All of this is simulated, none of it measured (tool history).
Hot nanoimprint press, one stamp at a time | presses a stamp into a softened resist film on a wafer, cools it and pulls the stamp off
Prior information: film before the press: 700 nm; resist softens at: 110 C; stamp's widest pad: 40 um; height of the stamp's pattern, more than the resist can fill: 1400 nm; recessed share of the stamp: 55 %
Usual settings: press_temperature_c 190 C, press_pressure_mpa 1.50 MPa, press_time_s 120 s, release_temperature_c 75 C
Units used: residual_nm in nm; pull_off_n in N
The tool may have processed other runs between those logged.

{"run": 1, "hour": 0.0, "press_temperature_c": 190, "press_pressure_mpa": 1.5, "press_time_s": 120, "release_temperature_c": 75, "residual_nm": 373.2, "pull_off_n": 211}
{"run": 2, "hour": 6.0, "press_temperature_c": 190, "press_pressure_mpa": 1.5, "press_time_s": 120, "release_temperature_c": 75, "residual_nm": 373.5, "pull_off_n": 221}
{"run": 3, "hour": 12.7, "press_temperature_c": 190, "press_pressure_mpa": 1.5, "press_time_s": 120, "release_temperature_c": 75, "residual_nm": 374.1, "pull_off_n": 218}
{"run": 4, "hour": 20.5, "press_temperature_c": 190, "press_pressure_mpa": 1.5, "press_time_s": 120, "release_temperature_c": 75, "residual_nm": 374.6, "pull_off_n": 212}
{"run": 5, "hour": 32.4, "press_temperature_c": 190, "press_pressure_mpa": 1.5, "press_time_s": 120, "release_temperature_c": 75, "residual_nm": 372.4, "pull_off_n": 217}
{"run": 6, "hour": 40.6, "press_temperature_c": 190, "press_pressure_mpa": 1.5, "press_time_s": 120, "release_temperature_c": 75, "residual_nm": 377.4, "pull_off_n": 221}
{"run": 7, "hour": 53.1, "press_temperature_c": 190, "press_pressure_mpa": 1.5, "press_time_s": 120, "release_temperature_c": 75, "residual_nm": 376.1, "pull_off_n": 216}
{"run": 8, "hour": 58.5, "press_temperature_c": 190, "press_pressure_mpa": 1.5, "press_time_s": 120, "release_temperature_c": 75, "residual_nm": 377.9, "pull_off_n": 212}
{"run": 9, "hour": 68.3, "press_temperature_c": 190, "press_pressure_mpa": 1.5, "press_time_s": 120, "release_temperature_c": 75, "residual_nm": 375.8, "pull_off_n": 225}
{"run": 10, "hour": 74.4, "press_temperature_c": 190, "press_pressure_mpa": 1.5, "press_time_s": 120, "release_temperature_c": 75, "residual_nm": 377.8, "pull_off_n": 223}
{"run": 11, "hour": 82.6, "press_temperature_c": 190, "press_pressure_mpa": 1.5, "press_time_s": 120, "release_temperature_c": 60, "residual_nm": 377.1, "pull_off_n": 316}
{"run": 12, "hour": 89.4, "press_temperature_c": 190, "press_pressure_mpa": 1.5, "press_time_s": 120, "release_temperature_c": 60, "residual_nm": 377.2, "pull_off_n": 327}
{"run": 13, "hour": 97.6, "press_temperature_c": 190, "press_pressure_mpa": 1.5, "press_time_s": 120, "release_temperature_c": 60, "residual_nm": 377.5, "pull_off_n": 321}
{"run": 14, "hour": 110.5, "press_temperature_c": 190, "press_pressure_mpa": 1.5, "press_time_s": 120, "release_temperature_c": 60, "residual_nm": 377.8, "pull_off_n": 318}
{"run": 15, "hour": 115.8, "press_temperature_c": 190, "press_pressure_mpa": 1.5, "press_time_s": 120, "release_temperature_c": 60, "residual_nm": 374.4, "pull_off_n": 327}
{"run": 16, "hour": 127.9, "press_temperature_c": 190, "press_pressure_mpa": 1.73, "press_time_s": 231, "release_temperature_c": 73, "residual_nm": 281.4, "pull_off_n": 246}
{"run": 17, "hour": 136.0, "press_temperature_c": 195, "press_pressure_mpa": 1.37, "press_time_s": 145, "release_temperature_c": 75, "residual_nm": 312.8, "pull_off_n": 232}
{"run": 18, "hour": 147.3, "press_temperature_c": 195, "press_pressure_mpa": 1.37, "press_time_s": 145, "release_temperature_c": 75, "residual_nm": 313.8, "pull_off_n": 222}
{"run": 19, "hour": 155.4, "press_temperature_c": 195, "press_pressure_mpa": 1.37, "press_time_s": 145, "release_temperature_c": 75, "residual_nm": 313.5, "pull_off_n": 233}
{"run": 20, "hour": 160.9, "press_temperature_c": 201, "press_pressure_mpa": 0.93, "press_time_s": 74, "release_temperature_c": 74, "residual_nm": 392.5, "pull_off_n": 239}
{"run": 21, "hour": 168.6, "press_temperature_c": 201, "press_pressure_mpa": 0.93, "press_time_s": 74, "release_temperature_c": 74, "residual_nm": 392.0, "pull_off_n": 238}
{"run": 22, "hour": 175.0, "press_temperature_c": 184, "press_pressure_mpa": 1.75, "press_time_s": 74, "release_temperature_c": 74, "residual_nm": 492.7, "pull_off_n": 241}
{"run": 23, "hour": 186.6, "press_temperature_c": 182, "press_pressure_mpa": 1.5, "press_time_s": 201, "release_temperature_c": 75, "residual_nm": 422.5, "pull_off_n": 232}
{"run": 24, "hour": 196.2, "press_temperature_c": 190, "press_pressure_mpa": 2.27, "press_time_s": 120, "release_temperature_c": 75, "residual_nm": 313.8, "pull_off_n": 234}
{"run": 25, "hour": 203.8, "press_temperature_c": 190, "press_pressure_mpa": 2.27, "press_time_s": 120, "release_temperature_c": 75, "residual_nm": 316.7, "pull_off_n": 228}
{"run": 26, "hour": 213.9, "press_temperature_c": 187, "press_pressure_mpa": 1.5, "press_time_s": 120, "release_temperature_c": 75, "residual_nm": 419.8, "pull_off_n": 222}
{"run": 27, "hour": 219.3, "press_temperature_c": 187, "press_pressure_mpa": 1.5, "press_time_s": 120, "release_temperature_c": 75, "residual_nm": 420.1, "pull_off_n": 237}
{"run": 28, "hour": 225.2, "press_temperature_c": 188, "press_pressure_mpa": 2.05, "press_time_s": 120, "release_temperature_c": 75, "residual_nm": 354.7, "pull_off_n": 238}
{"run": 29, "hour": 230.7, "press_temperature_c": 183, "press_pressure_mpa": 1.12, "press_time_s": 120, "release_temperature_c": 75, "residual_nm": 518.8, "pull_off_n": 233}

Each row is a separate what-if for the run after 29, all from the same tool condition, not one after another. Results?
{"run": "A", "hour": 238.5, "press_temperature_c": 190, "press_pressure_mpa": 0.93, "press_time_s": 201, "release_temperature_c": 80, "residual_nm": "?", "pull_off_n": "?"}
{"run": "B", "hour": 238.5, "press_temperature_c": 185, "press_pressure_mpa": 1.69, "press_time_s": 120, "release_temperature_c": 66, "residual_nm": "?", "pull_off_n": "?"}
{"run": "C", "hour": 238.5, "press_temperature_c": 183, "press_pressure_mpa": 2.36, "press_time_s": 120, "release_temperature_c": 75, "residual_nm": "?", "pull_off_n": "?"}
{"run": "D", "hour": 238.5, "press_temperature_c": 183, "press_pressure_mpa": 1.12, "press_time_s": 107, "release_temperature_c": 79, "residual_nm": "?", "pull_off_n": "?"}
{"run": "E", "hour": 238.5, "press_temperature_c": 190, "press_pressure_mpa": 0.97, "press_time_s": 138, "release_temperature_c": 74, "residual_nm": "?", "pull_off_n": "?"}

run=A residual_nm=397.2 pull_off_n=205
run=B residual_nm=427.4 pull_off_n=294
run=C residual_nm=398.5 pull_off_n=237
run=D residual_nm=532.0 pull_off_n=200
run=E residual_nm=438.4 pull_off_n=245
With the hidden condition removed and each run's random variation left untouched, the same runs would have given:
run=A residual_nm=391.8 pull_off_n=180
run=B residual_nm=421.0 pull_off_n=259
run=C residual_nm=391.3 pull_off_n=209
run=D residual_nm=526.8 pull_off_n=176
run=E residual_nm=433.0 pull_off_n=216
